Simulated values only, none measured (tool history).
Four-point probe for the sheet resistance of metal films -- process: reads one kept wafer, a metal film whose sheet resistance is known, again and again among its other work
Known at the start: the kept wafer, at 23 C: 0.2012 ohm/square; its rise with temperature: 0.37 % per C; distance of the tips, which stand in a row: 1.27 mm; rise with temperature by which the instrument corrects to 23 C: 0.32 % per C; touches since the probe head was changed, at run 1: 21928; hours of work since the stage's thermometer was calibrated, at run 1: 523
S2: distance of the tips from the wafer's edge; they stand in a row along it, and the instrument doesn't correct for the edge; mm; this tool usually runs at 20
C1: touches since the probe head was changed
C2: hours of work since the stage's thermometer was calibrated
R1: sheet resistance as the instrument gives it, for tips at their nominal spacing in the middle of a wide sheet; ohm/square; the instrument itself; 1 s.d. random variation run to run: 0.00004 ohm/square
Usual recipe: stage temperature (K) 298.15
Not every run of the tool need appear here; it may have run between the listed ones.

{"run": 1, "hour": 0.0, "stage temperature (K)": 298.15, "S2": 20, "C1": 21928, "C2": 523, "R1": 0.201799}
{"run": 2, "hour": 70.8, "stage temperature (K)": 298.15, "S2": 20, "C1": 23700, "C2": 569, "R1": 0.20168}
{"run": 3, "hour": 136.1, "stage temperature (K)": 298.15, "S2": 20, "C1": 25338, "C2": 611, "R1": 0.201597}
{"run": 4, "hour": 207.7, "stage temperature (K)": 298.15, "S2": 40, "C1": 27130, "C2": 658, "R1": 0.201283}
{"run": 5, "hour": 275.4, "stage temperature (K)": 298.15, "S2": 40, "C1": 28825, "C2": 702, "R1": 0.201182}
{"run": 6, "hour": 311.1, "stage temperature (K)": 298.15, "S2": 40, "C1": 29720, "C2": 725, "R1": 0.20121}
{"run": 7, "hour": 346.2, "stage temperature (K)": 298.15, "S2": 40, "C1": 30597, "C2": 747, "R1": 0.201161}
{"run": 8, "hour": 418.5, "stage temperature (K)": 298.15, "S2": 40, "C1": 32409, "C2": 794, "R1": 0.201133}
{"run": 9, "hour": 452.9, "stage temperature (K)": 305.15, "S2": 39, "C1": 33269, "C2": 816, "R1": 0.201875}

For run 10, what comes out?
{"run": 10, "hour": 490.5, "stage temperature (K)": 306.15, "S2": 4, "C1": 34211, "C2": 841, "R1": "?"}

Run 10 produced R1 0.212215 ohm/square.
If the tool had no hidden condition, the same run with the same run-to-run variation would have returned R1 0.212720 ohm/square.
